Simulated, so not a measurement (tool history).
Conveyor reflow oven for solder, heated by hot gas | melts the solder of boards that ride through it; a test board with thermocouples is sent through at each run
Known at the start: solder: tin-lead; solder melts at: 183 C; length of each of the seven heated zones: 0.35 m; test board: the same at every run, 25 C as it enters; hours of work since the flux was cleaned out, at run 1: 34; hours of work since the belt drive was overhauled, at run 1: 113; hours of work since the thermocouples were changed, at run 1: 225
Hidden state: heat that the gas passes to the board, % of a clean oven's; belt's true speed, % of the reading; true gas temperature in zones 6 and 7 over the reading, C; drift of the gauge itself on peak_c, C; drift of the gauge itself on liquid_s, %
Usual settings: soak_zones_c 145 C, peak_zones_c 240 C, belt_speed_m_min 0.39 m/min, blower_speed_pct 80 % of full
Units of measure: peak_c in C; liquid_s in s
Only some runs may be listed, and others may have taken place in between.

run,day,soak_zones_c,peak_zones_c,belt_speed_m_min,blower_speed_pct,hours of work since the flux was cleaned out,hours of work since the belt drive was overhauled,hours of work since the thermocouples were changed,peak_c,liquid_s
1,0,145,240,0.39,80,34,113,225,227.83,94.9
2,0.304,145,249,0.39,80,38,117,228,235.88,100.4
3,0.554,145,249,0.39,80,40,119,231,236.07,100.7
4,0.904,145,249,0.39,80,44,123,234,235.88,100.7
5,1.179,145,249,0.39,80,47,126,237,235.89,100.7
6,1.742,145,249,0.39,80,53,132,243,235.99,100.6
7,2.2,157,240,0.39,80,58,137,248,229.54,102.5
8,2.5,157,240,0.39,80,61,140,251,229.44,102.7
9,2.779,145,240,0.354,80,64,143,254,230.34,106.8
10,3.312,145,240,0.354,80,70,149,260,230.17,107.1
11,3.896,145,240,0.354,80,76,155,266,230.23,106.9
12,4.271,145,240,0.354,80,80,159,270,230.31,107
13,4.729,145,240,0.354,80,85,164,275,230.26,106.8
14,5.175,145,240,0.354,80,90,169,280,230.21,106.8
15,5.554,145,240,0.354,80,94,173,284,230.18,106.9
16,5.854,145,240,0.354,80,97,176,287,230.14,106.6
17,6.388,146,240,0.39,86,103,182,293,228.38,95.9
18,6.896,145,237,0.399,73,108,187,299,223.49,89.2
19,7.325,145,237,0.399,73,113,192,303,223.57,89.1
20,7.725,145,241,0.39,80,117,196,307,228.25,95.4
21,8.017,145,237,0.346,61,120,199,311,225.92,105.7
22,8.325,145,231,0.39,78,124,203,314,219.28,87.6
23,8.771,145,240,0.39,58,128,207,319,224.6,92
24,9.346,159,240,0.352,58,135,213,325,229.66,115.8
25,9.638,144,240,0.378,80,138,217,328,228.25,97.8
26,10.067,132,246,0.46,90,142,221,332,226.47,73.5
27,10.45,132,246,0.46,90,146,225,337,226.5,73.8
28,10.879,132,246,0.46,90,151,230,341,226.38,73.7
29,11.179,143,240,0.429,80,154,233,344,224.26,82.1
30,11.617,133,240,0.39,72,159,238,349,224.75,86.4
31,11.908,133,240,0.39,72,162,241,352,224.63,86.4

Below, each run's measurement less what the same run would have read without the hidden state. Both values contain the same run-to-run variation, but the gauge's scatter may not be the same in both:
run,peak_c,liquid_s
1,+0.37,+0.4
2,+0.36,+0.4
3,+0.35,+0.5
4,+0.34,+0.5
5,+0.33,+0.4
6,+0.31,+0.5
7,+0.34,+0.5
8,+0.34,+0.5
9,+0.35,+0.4
10,+0.34,+0.4
11,+0.32,+0.4
12,+0.31,+0.4
13,+0.3,+0.4
14,+0.29,+0.4
15,+0.29,+0.5
16,+0.28,+0.4
17,+0.18,+0.3
18,+0.17,+0.3
19,+0.15,+0.3
20,+0.14,+0.3
21,+0.27,+0.5
22,+0.15,+0.2
23,+0.14,+0.4
24,+0.3,+0.6
25,+0.11,+0.3
26,-0.29,+0
27,-0.31,-0.1
28,-0.34,-0.1
29,-0.11,+0.1
30,-0.07,+0
31,-0.08,+0.1

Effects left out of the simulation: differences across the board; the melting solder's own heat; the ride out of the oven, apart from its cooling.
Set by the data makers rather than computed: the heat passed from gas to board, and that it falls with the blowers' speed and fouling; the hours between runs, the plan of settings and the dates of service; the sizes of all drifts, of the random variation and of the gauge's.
